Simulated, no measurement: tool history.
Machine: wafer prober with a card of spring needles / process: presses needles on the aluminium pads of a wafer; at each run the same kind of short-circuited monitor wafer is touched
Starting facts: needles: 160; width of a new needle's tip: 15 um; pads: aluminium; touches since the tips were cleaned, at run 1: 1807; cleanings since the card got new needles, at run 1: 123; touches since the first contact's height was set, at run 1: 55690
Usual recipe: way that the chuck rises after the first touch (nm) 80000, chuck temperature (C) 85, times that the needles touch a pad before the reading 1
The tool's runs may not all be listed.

| run | hour | way that the chuck rises after the first touch (nm) | chuck temperature (C) | times that the needles touch a pad before the reading | touches since the tips were cleaned | cleanings since the card got new needles | touches since the first contact's height was set | resistance of one needle with its contact and lead (mohm) | way that a needle slides on the pad (nm) |
|---|---|---|---|---|---|---|---|---|---|
| 1 | 0 | 80000 | 85 | 1 | 1807 | 123 | 55690 | 270 | 10360 |
|  | 5.6 | tips cleaned on abrasive film |
|  | 18.1 | tips cleaned on abrasive film |
| 2 | 18.1 | 80000 | 85 | 3 | 0 | 125 | 59932 | 271 | 10380 |
|  | 26.1 | height of the first contact set anew |
|  | 30.9 | tips cleaned on abrasive film |
| 3 | 36 | 100000 | 85 | 1 | 1207 | 126 | 2325 | 272 | 12910 |
|  | 44 | tips cleaned on abrasive film |
|  | 56.4 | tips cleaned on abrasive film |
| 4 | 64.3 | 80000 | 85 | 1 | 1877 | 128 | 9000 | 268 | 10360 |
|  | 68.3 | tips cleaned on abrasive film |
|  | 81 | tips cleaned on abrasive film |
|  | 93 | tips cleaned on abrasive film |
|  | 104.5 | tips cleaned on abrasive film |
| 5 | 104.6 | 80000 | 37 | 1 | 17 | 132 | 18477 | 256 | 10410 |
|  | 116.7 | tips cleaned on abrasive film |
|  | 128.5 | tips cleaned on abrasive film |
| 6 | 128.5 | 80000 | 37 | 1 | 0 | 134 | 24091 | 259 | 10390 |
|  | 141.1 | tips cleaned on abrasive film |
|  | 153.5 | tips cleaned on abrasive film |
|  | 166.5 | tips cleaned on abrasive film |
| 7 | 168.1 | 80000 | 36 | 1 | 379 | 137 | 33441 | 258 | 10400 |
|  | 179.2 | tips cleaned on abrasive film |
| 8 | 189.3 | 80000 | 36 | 1 | 2400 | 138 | 38438 | 259 | 10380 |
|  | 191.9 | tips cleaned on abrasive film |
|  | 205.1 | tips cleaned on abrasive film |
|  | 216.9 | tips cleaned on abrasive film |
| 9 | 217.4 | 80000 | 36 | 1 | 113 | 141 | 45042 | 259 | 10420 |
|  | 229.5 | tips cleaned on abrasive film |
|  | 241.3 | tips cleaned on abrasive film |
| 10 | 241.3 | 80000 | 36 | 1 | 0 | 143 | 50674 | 251 | 10390 |
|  | 254.8 | tips cleaned on abrasive film |
| 11 | 260.1 | 80000 | 36 | 1 | 1266 | 144 | 55124 | 257 | 10400 |
|  | 267.8 | tips cleaned on abrasive film |
|  | 279.6 | tips cleaned on abrasive film |
| 12 | 280.6 | 80000 | 54 | 1 | 222 | 146 | 59938 | 262 | 10370 |
|  | 288.7 | height of the first contact set anew |
|  | 291.3 | tips cleaned on abrasive film |
| 13 | 300.2 | 80000 | 54 | 1 | 2119 | 147 | 2706 | 261 | 10400 |
|  | 303 | tips cleaned on abrasive film |
|  | 315.6 | tips cleaned on abrasive film |
| 14 | 322 | 80000 | 54 | 1 | 1512 | 149 | 7835 | 260 | 10440 |
|  | 327.6 | tips cleaned on abrasive film |
|  | 340.1 | tips cleaned on abrasive film |
| 15 | 344.8 | 80000 | 54 | 1 | 1111 | 151 | 13197 | 260 | 10380 |
|  | 352.1 | tips cleaned on abrasive film |
|  | 364.4 | tips cleaned on abrasive film |
|  | 378.2 | tips cleaned on abrasive film |
| 16 | 386.3 | 97000 | 31 | 2 | 1919 | 154 | 22984 | 255 | 12540 |
|  | 391 | tips cleaned on abrasive film |
|  | 402.4 | tips cleaned on abrasive film |
| 17 | 409.2 | 97000 | 32 | 2 | 1622 | 156 | 28382 | 259 | 12620 |
|  | 414.8 | tips cleaned on abrasive film |
|  | 427.8 | tips cleaned on abrasive film |
|  | 441 | tips cleaned on abrasive film |
| 18 | 445.5 | 97000 | 32 | 2 | 1054 | 159 | 36928 | 256 | 12560 |
|  | 453.1 | tips cleaned on abrasive film |
|  | 465.8 | tips cleaned on abrasive film |
|  | 479 | tips cleaned on abrasive film |
| 19 | 486.1 | 89000 | 62 | 1 | 1681 | 162 | 46494 | 259 | 11540 |
|  | 491.3 | tips cleaned on abrasive film |
|  | 504.4 | tips cleaned on abrasive film |
|  | 518.2 | tips cleaned on abrasive film |
| 20 | 520.9 | 71000 | 40 | 1 | 653 | 165 | 54703 | 261 | 9220 |
|  | 530.9 | tips cleaned on abrasive film |
| 21 | 539.8 | 71000 | 40 | 1 | 2130 | 166 | 59170 | 258 | 9250 |
|  | 544.3 | tips cleaned on abrasive film |
|  | 549.9 | height of the first contact set anew |
|  | 558.2 | tips cleaned on abrasive film |
|  | 570.9 | tips cleaned on abrasive film |
| 22 | 573.1 | 73000 | 43 | 3 | 508 | 169 | 5464 | 259 | 9410 |
|  | 584.1 | tips cleaned on abrasive film |
| 23 | 593.9 | 92000 | 70 | 1 | 2322 | 170 | 10378 | 265 | 11920 |
|  | 596 | tips cleaned on abrasive film |
|  | 608.6 | tips cleaned on abrasive film |
|  | 621.1 | tips cleaned on abrasive film |
| 24 | 621.1 | 92000 | 70 | 1 | 0 | 173 | 16772 | 263 | 11910 |
|  | 632.2 | tips cleaned on abrasive film |
| 25 | 639.3 | 92000 | 70 | 1 | 1704 | 174 | 21084 | 266 | 11900 |
|  | 644.9 | tips cleaned on abrasive film |
|  | 656.2 | tips cleaned on abrasive film |
|  | 669.2 | tips cleaned on abrasive film |
| 26 | 675.9 | 62000 | 108 | 2 | 1579 | 177 | 29687 | 279 | 8070 |
|  | 682.4 | tips cleaned on abrasive film |
|  | 695.6 | tips cleaned on abrasive film |
| 27 | 705.3 | 71000 | 66 | 2 | 2311 | 179 | 36640 | 262 | 9190 |
|  | 707.2 | tips cleaned on abrasive film |
|  | 720.8 | tips cleaned on abrasive film |
|  | 733.9 | tips cleaned on abrasive film |
| 28 | 736.3 | 80000 | 110 | 3 | 586 | 182 | 43936 | 271 | 10400 |
|  | 746.9 | tips cleaned on abrasive film |
|  | 757.9 | tips cleaned on abrasive film |
| 29 | 760 | 80000 | 89 | 1 | 492 | 184 | 49511 | 272 | 10430 |

4 ways to go on from here, each from the tool as it stands after run 29. What would each give?
|  | 769.2 | tips cleaned on abrasive film |
|  | 781.2 | tips cleaned on abrasive film |
|  | 793 | tips cleaned on abrasive film |
| A | 799.8 | 80000 | 56 | 2 | 1617 | 187 | 58886 | ? | ? |
|  | 769.2 | tips cleaned on abrasive film |
|  | 781.2 | tips cleaned on abrasive film |
|  | 793 | tips cleaned on abrasive film |
| B | 799.8 | 80000 | 73 | 2 | 1617 | 187 | 58886 | ? | ? |
|  | 769.2 | tips cleaned on abrasive film |
|  | 781.2 | tips cleaned on abrasive film |
|  | 793 | tips cleaned on abrasive film |
| C | 799.8 | 80000 | 89 | 1 | 1617 | 187 | 58886 | ? | ? |
|  | 769.2 | tips cleaned on abrasive film |
|  | 781.2 | tips cleaned on abrasive film |
|  | 793 | tips cleaned on abrasive film |
| D | 799.8 | 80000 | 89 | 1 | 1617 | 187 | 58886 | ? | ? |

| run | resistance of one needle with its contact and lead (mohm) | way that a needle slides on the pad (nm) |
|---|---|---|
| A | 263 | 10340 |
| B | 262 | 10380 |
| C | 272 | 10350 |
| D | 272 | 10420 |
Had the tool no hidden state, the same runs would have come out as:
| run | resistance of one needle with its contact and lead (mohm) | way that a needle slides on the pad (nm) |
|---|---|---|
| A | 262 | 10340 |
| B | 261 | 10380 |
| C | 272 | 10360 |
| D | 272 | 10420 |
